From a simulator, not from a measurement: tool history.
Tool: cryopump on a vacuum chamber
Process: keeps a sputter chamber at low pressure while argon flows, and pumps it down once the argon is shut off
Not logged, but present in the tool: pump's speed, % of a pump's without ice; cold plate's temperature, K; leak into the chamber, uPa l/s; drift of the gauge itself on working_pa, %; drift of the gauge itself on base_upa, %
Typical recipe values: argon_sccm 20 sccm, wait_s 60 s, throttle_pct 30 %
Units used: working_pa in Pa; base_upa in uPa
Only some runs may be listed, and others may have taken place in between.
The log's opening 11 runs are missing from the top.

run,hour,argon_sccm,wait_s,throttle_pct,hours of work since the pump was warmed up and emptied,hours of work since the cold head was overhauled,hours of work since the chamber's fittings were tightened,working_pa,base_upa
12,357.8,20,60,30,242,1109,1870,0.0531,1.42
13,380.1,20,60,30,260,1127,1888,0.0538,1.39
14,420.9,20,60,30,292,1159,1921,0.0531,1.4
15,451.6,20,60,36,317,1184,1946,0.0452,1.4
16,485.7,20,60,36,345,1212,1973,0.0457,1.42
17,523.8,20,62,36,375,1242,2004,0.0461,1.42
18,556.9,19,136,30,402,1269,2030,0.0518,1.01
19,583,20,154,30,423,1290,2051,0.0559,0.94
20,617.5,19,265,41,451,1318,2079,0.0398,0.83
21,652,21,80,44,478,1345,2107,0.0398,1.26
22,678.7,21,80,44,500,1367,2128,0.0406,1.24
23,713.4,20,60,18,528,1395,2156,0.091,1.46
24,742.4,26,235,48,551,1418,2179,0.0477,0.87
25,764.7,26,235,48,569,1436,2197,0.047,0.9
26,808,14,222,48,604,1471,2232,0.0251,0.91
27,831.9,20,60,27,623,1490,2251,0.0628,1.56
28,858.8,19,34,16,645,1512,2273,0.0975,2.33
29,895.9,10,155,30,674,1541,2303,0.0281,1.07
30,940.2,10,155,30,710,1577,2338,0.0284,1.11
31,970.9,20,101,30,735,1602,2363,0.0588,1.29
32,989.3,20,53,47,750,1617,2378,0.0383,1.71
33,1020,20,53,47,774,1641,2403,0.0388,1.74

Here are 3 independent what-if runs from the current tool condition. What would each one return?
A,1048.6,16,60,30,797,1664,2426,?,?
B,1048.6,13,200,30,797,1664,2426,?,?
C,1048.6,20,109,47,797,1664,2426,?,?

run,working_pa,base_upa
A,0.0467,1.64
B,0.0378,1.05
C,0.0396,1.27
Stripped of hidden state, with their random variation kept, the same runs would have yielded:
run,working_pa,base_upa
A,0.0416,0.98
B,0.0336,0.39
C,0.0332,0.6
